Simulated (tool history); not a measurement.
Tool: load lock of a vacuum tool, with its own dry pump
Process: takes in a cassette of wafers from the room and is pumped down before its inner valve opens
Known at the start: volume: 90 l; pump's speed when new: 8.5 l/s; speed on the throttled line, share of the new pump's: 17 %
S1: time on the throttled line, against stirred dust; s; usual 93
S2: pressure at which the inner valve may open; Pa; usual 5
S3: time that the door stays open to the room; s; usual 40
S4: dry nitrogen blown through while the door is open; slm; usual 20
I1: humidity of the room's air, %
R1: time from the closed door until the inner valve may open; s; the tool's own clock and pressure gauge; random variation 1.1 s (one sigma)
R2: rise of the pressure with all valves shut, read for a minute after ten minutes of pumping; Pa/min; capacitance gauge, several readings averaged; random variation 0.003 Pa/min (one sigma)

{"run": 1, "day": 0.0, "S1": 93, "S2": 5, "S3": 40, "S4": 20, "I1": 44.0, "R1": 188.9, "R2": 0.15}
{"run": 2, "day": 13.138, "S1": 93, "S2": 5, "S3": 40, "S4": 20, "I1": 42.0, "R1": 190.4, "R2": 0.153}
{"run": 3, "day": 30.954, "S1": 93, "S2": 5, "S3": 40, "S4": 20, "I1": 45.8, "R1": 191.4, "R2": 0.159}
{"run": 4, "day": 54.425, "S1": 93, "S2": 5, "S3": 40, "S4": 20, "I1": 44.9, "R1": 190.3, "R2": 0.177}
{"run": 5, "day": 69.175, "S1": 93, "S2": 5, "S3": 40, "S4": 20, "I1": 45.2, "R1": 189.7, "R2": 0.194}
{"run": 6, "day": 91.579, "S1": 93, "S2": 5, "S3": 121, "S4": 20, "I1": 42.5, "R1": 191.2, "R2": 0.214}
{"run": 7, "day": 112.258, "S1": 93, "S2": 5, "S3": 121, "S4": 20, "I1": 46.8, "R1": 190.9, "R2": 0.23}
{"run": 8, "day": 123.9, "S1": 93, "S2": 5, "S3": 121, "S4": 20, "I1": 46.8, "R1": 192.6, "R2": 0.242}
{"run": 9, "day": 148.321, "S1": 186, "S2": 6, "S3": 116, "S4": 13, "I1": 43.5, "R1": 266.0, "R2": 0.265}
{"run": 10, "day": 162.779, "S1": 186, "S2": 6, "S3": 116, "S4": 13, "I1": 47.2, "R1": 266.7, "R2": 0.282}
{"run": 11, "day": 176.412, "S1": 186, "S2": 6, "S3": 116, "S4": 13, "I1": 46.4, "R1": 267.8, "R2": 0.292}
{"run": 12, "day": 197.308, "S1": 186, "S2": 6, "S3": 116, "S4": 13, "I1": 40.5, "R1": 270.7, "R2": 0.295}

Forecast each of these 4 alternatives for the next run:
{"run": "A", "day": 209.671, "S1": 186, "S2": 9, "S3": 116, "S4": 13, "I1": 42.1, "R1": "?", "R2": "?"}
{"run": "B", "day": 209.671, "S1": 106, "S2": 9, "S3": 116, "S4": 13, "I1": 43.5, "R1": "?", "R2": "?"}
{"run": "C", "day": 209.671, "S1": 88, "S2": 5, "S3": 211, "S4": 13, "I1": 42.8, "R1": "?", "R2": "?"}
{"run": "D", "day": 209.671, "S1": 186, "S2": 8, "S3": 39, "S4": 25, "I1": 45.1, "R1": "?", "R2": "?"}

run=A R1=262.7 R2=0.304
run=B R1=197.3 R2=0.304
run=C R1=189.8 R2=0.335
run=D R1=263.8 R2=0.273
Without the tool's hidden state the same runs would have given:
run=A R1=254.5 R2=0.051
run=B R1=187.7 R2=0.047
run=C R1=178.8 R2=0.076
run=D R1=255.4 R2=0.017
